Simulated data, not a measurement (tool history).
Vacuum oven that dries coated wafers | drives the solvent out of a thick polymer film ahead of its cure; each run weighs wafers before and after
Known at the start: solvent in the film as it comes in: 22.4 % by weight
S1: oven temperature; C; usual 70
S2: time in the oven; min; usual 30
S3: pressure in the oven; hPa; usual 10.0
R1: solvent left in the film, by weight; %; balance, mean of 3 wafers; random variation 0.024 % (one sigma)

Run 1, hour 0.0: usual settings. Result: R1 1.97 %.
Run 2, hour 85.5: usual settings. Result: R1 1.96 %.
Run 3, hour 166.4: usual settings. Result: R1 2.00 %.
Run 4, hour 218.5: usual settings. Result: R1 2.00 %.
Run 5, hour 279.5: usual settings. Result: R1 2.04 %.
Run 6, hour 331.2: usual settings but S3 5.3 hPa. Result: R1 1.90 %.
Run 7, hour 398.6: usual settings but S2 44 min. Result: R1 1.00 %.
Run 8, hour 443.6: usual settings but S3 21.8 hPa. Result: R1 2.46 %.
Run 9, hour 524.9: usual settings but S3 21.8 hPa. Result: R1 2.45 %.
Run 10, hour 592.8: usual settings but S3 21.8 hPa. Result: R1 2.44 %.
Run 11, hour 662.5: usual settings but S3 21.8 hPa. Result: R1 2.51 %.
Run 12, hour 729.6: usual settings but S3 21.8 hPa. Result: R1 2.55 %.
At hour 742.3: oven's thermocouples calibrated.
Run 13, hour 797.9: usual settings but S3 21.8 hPa. Result: R1 2.37 %.
Run 14, hour 872.2: usual settings but S3 21.8 hPa. Result: R1 2.36 %.
Run 15, hour 921.5: usual settings. Result: R1 2.00 %.
Run 16, hour 958.2: usual settings but S3 6.9 hPa. Result: R1 1.91 %.
Run 17, hour 1046.6: usual settings but S2 19 min. Result: R1 4.29 %.
Run 18, hour 1089.9: usual settings but S2 19 min. Result: R1 4.27 %.
At hour 1148.7: vacuum gauge cleaned of residue and calibrated.
Run 19, hour 1153.1: usual settings but S1 61 C. Result: R1 4.77 %.
Run 20, hour 1239.8: usual settings but S1 67 C. Result: R1 2.68 %.
Run 21, hour 1283.4: usual settings. Result: R1 1.82 %.
Run 22, hour 1368.1: usual settings. Result: R1 1.91 %.
Run 23, hour 1426.7: usual settings. Result: R1 1.91 %.
Run 24, hour 1488.6: usual settings but S3 36.3 hPa. Result: R1 2.72 %.
Run 25, hour 1527.7: usual settings but S3 36.3 hPa. Result: R1 2.74 %.
Run 26, hour 1576.1: usual settings but S3 36.3 hPa. Result: R1 2.78 %.
Run 27, hour 1630.6: usual settings but S3 36.3 hPa. Result: R1 2.81 %.
Run 28, hour 1698.6: usual settings but S3 37.5 hPa. Result: R1 2.84 %.
Run 29, hour 1763.0: usual settings but S2 16 min. Result: R1 5.35 %.
At hour 1769.7: oven's thermocouples calibrated.
Run 30, hour 1842.6: usual settings but S2 24 min. Result: R1 2.90 %.
Run 31, hour 1895.9: usual settings but S2 53 min, S3 10.4 hPa. Result: R1 0.68 %.
Run 32, hour 1973.2: usual settings but S2 53 min, S3 10.4 hPa. Result: R1 0.64 %.
Run 33, hour 2026.6: usual settings but S1 71 C, S3 13.3 hPa. Result: R1 1.87 %.
Run 34, hour 2101.1: usual settings but S2 21 min. Result: R1 3.75 %.
Run 35, hour 2172.3: usual settings but S2 21 min. Result: R1 3.78 %.
Run 36, hour 2244.9: usual settings but S1 85 C, S2 53 min. Result: R1 0.27 %.
Run 37, hour 2305.3: usual settings but S1 85 C, S2 49 min, S3 12.7 hPa. Result: R1 0.36 %.
Run 38, hour 2361.5: usual settings but S1 85 C, S2 49 min, S3 12.7 hPa. Result: R1 0.29 %.
Run 39, hour 2421.8: usual settings but S1 72 C, S3 8.3 hPa. Result: R1 1.57 %.
Run 40, hour 2473.8: usual settings but S1 79 C, S2 24 min, S3 9.8 hPa. Result: R1 1.03 %.
Run 41, hour 2530.9: usual settings but S1 79 C, S2 24 min, S3 9.8 hPa. Result: R1 1.02 %.
Run 42, hour 2567.6: usual settings but S1 78 C, S3 16.2 hPa. Result: R1 0.88 %.
Run 43, hour 2652.8: usual settings but S1 58 C, S2 27 min, S3 8.3 hPa. Result: R1 7.23 %.
Run 44, hour 2738.5: usual settings but S1 63 C, S2 27 min, S3 13.3 hPa. Result: R1 5.27 %.
Run 45, hour 2775.6: usual settings but S1 63 C, S2 27 min, S3 13.3 hPa. Result: R1 5.23 %.

4 ways to go on from here, each from the tool as it stands after run 45. What would each give?
At hour 2797.8: oven's thermocouples calibrated.
Run A, hour 2835.8: usual settings but S1 59 C, S2 46 min, S3 19.0 hPa. Result: R1 ?.
At hour 2797.8: oven's thermocouples calibrated.
Run B, hour 2835.8: usual settings but S1 66 C, S2 21 min, S3 38.0 hPa. Result: R1 ?.
At hour 2797.8: oven's thermocouples calibrated.
Run C, hour 2835.8: usual settings but S1 63 C, S2 27 min, S3 16.9 hPa. Result: R1 ?.
At hour 2797.8: oven's thermocouples calibrated.
Run D, hour 2835.8: usual settings but S1 79 C, S2 27 min, S3 16.5 hPa. Result: R1 ?.

run    R1
  A  3.90
  B  6.12
  C  5.15
  D  0.92
Without the tool's hidden state the same runs would have given:
run    R1
  A  3.59
  B  5.90
  C  4.90
  D  0.77

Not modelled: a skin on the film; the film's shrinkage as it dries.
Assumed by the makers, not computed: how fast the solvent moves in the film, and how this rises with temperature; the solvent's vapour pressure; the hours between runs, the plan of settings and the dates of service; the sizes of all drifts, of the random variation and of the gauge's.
